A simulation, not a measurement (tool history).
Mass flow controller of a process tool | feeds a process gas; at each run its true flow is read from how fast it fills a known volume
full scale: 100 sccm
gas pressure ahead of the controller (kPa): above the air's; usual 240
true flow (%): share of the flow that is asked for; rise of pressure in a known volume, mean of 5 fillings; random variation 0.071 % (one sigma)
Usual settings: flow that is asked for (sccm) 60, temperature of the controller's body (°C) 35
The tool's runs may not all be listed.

| run | hour | flow that is asked for (sccm) | gas pressure ahead of the controller (kPa) | temperature of the controller's body (°C) | true flow (%) |
|---|---|---|---|---|---|
| 1 | 0.0 | 60 | 240 | 35 | 99.77 |
| 2 | 130.6 | 60 | 240 | 35 | 99.81 |
| 3 | 249.1 | 60 | 240 | 35 | 99.78 |
| 4 | 497.9 | 60 | 240 | 35 | 100.00 |
| 5 | 631.9 | 60 | 240 | 35 | 99.91 |
| 6 | 886.6 | 60 | 220 | 35 | 99.86 |
| 7 | 1100.9 | 60 | 181 | 35 | 100.22 |
| 8 | 1223.0 | 60 | 240 | 35 | 99.68 |
| 9 | 1438.1 | 60 | 240 | 26 | 99.60 |
| 10 | 1679.6 | 60 | 240 | 26 | 99.64 |
| 11 | 1858.9 | 60 | 240 | 26 | 99.42 |
| 12 | 2050.2 | 60 | 240 | 26 | 99.58 |
| 13 | 2275.5 | 60 | 240 | 26 | 99.52 |
| 14 | 2471.8 | 60 | 240 | 33 | 99.72 |
| 15 | 2707.5 | 60 | 240 | 33 | 99.67 |
| 16 | 2923.0 | 64 | 240 | 33 | 99.79 |
| 17 | 3044.2 | 54 | 218 | 36 | 99.60 |
| 18 | 3164.7 | 28 | 165 | 36 | 97.67 |
| 19 | 3437.7 | 28 | 165 | 36 | 97.80 |
| 20 | 3694.7 | 28 | 165 | 36 | 97.58 |
| 21 | 3882.7 | 28 | 165 | 36 | 97.57 |
|  | 4104.2 | controller's zero set anew |
| 22 | 4135.6 | 28 | 267 | 35 | 101.68 |
| 23 | 4344.1 | 28 | 267 | 35 | 101.56 |
| 24 | 4610.3 | 60 | 256 | 34 | 101.87 |
| 25 | 4827.9 | 60 | 246 | 30 | 101.88 |
| 26 | 5110.1 | 60 | 181 | 35 | 102.32 |
| 27 | 5375.7 | 60 | 209 | 21 | 101.88 |
| 28 | 5508.3 | 51 | 204 | 34 | 102.15 |
| 29 | 5686.4 | 29 | 151 | 24 | 101.88 |
| 30 | 5876.9 | 29 | 151 | 24 | 101.70 |

3 ways to go on from here, each from the tool as it stands after run 30. What would each give?
| A | 6016.6 | 20 | 179 | 37 | ? |
| B | 6016.6 | 65 | 240 | 35 | ? |
| C | 6016.6 | 26 | 240 | 29 | ? |

| run | true flow (%) |
|---|---|
| A | 101.40 |
| B | 102.01 |
| C | 101.12 |
Without the tool's hidden state the same runs would have given:
| run | true flow (%) |
|---|---|
| A | 100.05 |
| B | 99.76 |
| C | 99.47 |

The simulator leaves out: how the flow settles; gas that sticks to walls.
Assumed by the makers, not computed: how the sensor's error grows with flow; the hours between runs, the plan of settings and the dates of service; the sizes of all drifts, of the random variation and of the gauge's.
